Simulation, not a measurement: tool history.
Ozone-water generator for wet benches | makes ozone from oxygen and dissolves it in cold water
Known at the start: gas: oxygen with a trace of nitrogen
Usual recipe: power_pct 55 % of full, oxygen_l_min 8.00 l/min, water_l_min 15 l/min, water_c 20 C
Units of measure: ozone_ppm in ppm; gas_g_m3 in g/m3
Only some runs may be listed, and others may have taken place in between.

run,hour,power_pct,oxygen_l_min,water_l_min,water_c,ozone_ppm,gas_g_m3
1,0.0,55,8.00,15,20,30.8,224.2
2,128.1,55,8.00,15,20,31.3,225.2
3,316.6,55,8.00,15,20,30.6,225.0
4,502.5,55,7.87,15,20,30.9,224.5
5,655.7,55,8.00,15,20,30.8,223.8
# hour 671.9: water thermometer calibrated
6,836.8,55,10.21,15,20,29.9,200.2
7,1025.6,55,8.00,14,20,31.8,222.7
8,1230.6,55,8.00,14,20,31.6,222.9
9,1389.7,55,8.00,14,20,31.7,221.9
10,1584.2,65,8.00,14,20,34.8,246.2
11,1788.0,65,8.00,14,20,35.1,247.1
12,1962.0,65,8.00,14,20,34.7,246.0
13,2080.6,65,8.00,14,20,34.6,246.1
14,2260.9,55,8.00,15,20,29.5,219.7
15,2365.3,55,8.00,15,20,29.4,218.7
16,2466.6,55,8.00,21,20,23.0,216.9
17,2563.5,55,8.00,21,20,23.0,217.4
18,2712.4,55,8.00,10,20,36.8,216.9
19,2904.1,69,8.00,10,15,47.8,252.2
20,3003.1,51,8.00,10,19,35.5,207.5
21,3210.1,55,12.33,15,22,26.3,177.2
22,3330.4,55,6.52,17,22,25.5,235.9
23,3545.1,56,7.22,20,21,23.0,228.2
24,3656.3,55,5.22,15,13,32.5,258.4
25,3828.3,55,8.00,10,20,35.9,213.9
26,4011.2,91,13.31,13,12,48.0,237.2
27,4177.6,91,13.31,16,18,37.0,235.7
28,4293.8,91,13.31,16,18,36.8,235.0
29,4449.2,91,13.31,16,18,36.7,232.7
30,4546.1,55,8.00,15,18,28.9,210.5
31,4699.8,97,4.72,10,12,61.2,379.7
# hour 4730.8: contactor cleaned
32,4790.7,97,4.72,10,12,67.3,378.1

Forecast each of these 5 alternatives for the next run:
A,4887.4,97,10.86,14,12,?,?
B,4887.4,55,11.28,10,22,?,?
C,4887.4,97,4.72,19,27,?,?
D,4887.4,55,8.00,15,20,?,?
E,4887.4,40,8.00,23,18,?,?

run,ozone_ppm,gas_g_m3
A,52.5,264.0
B,33.9,182.3
C,32.6,376.0
D,30.4,209.0
E,19.2,170.3
The same runs, with their run-to-run variation unchanged, on a tool lacking any hidden condition would have given:
run,ozone_ppm,gas_g_m3
A,59.9,298.0
B,37.3,198.0
C,37.2,424.5
D,33.4,227.2
E,20.7,181.2
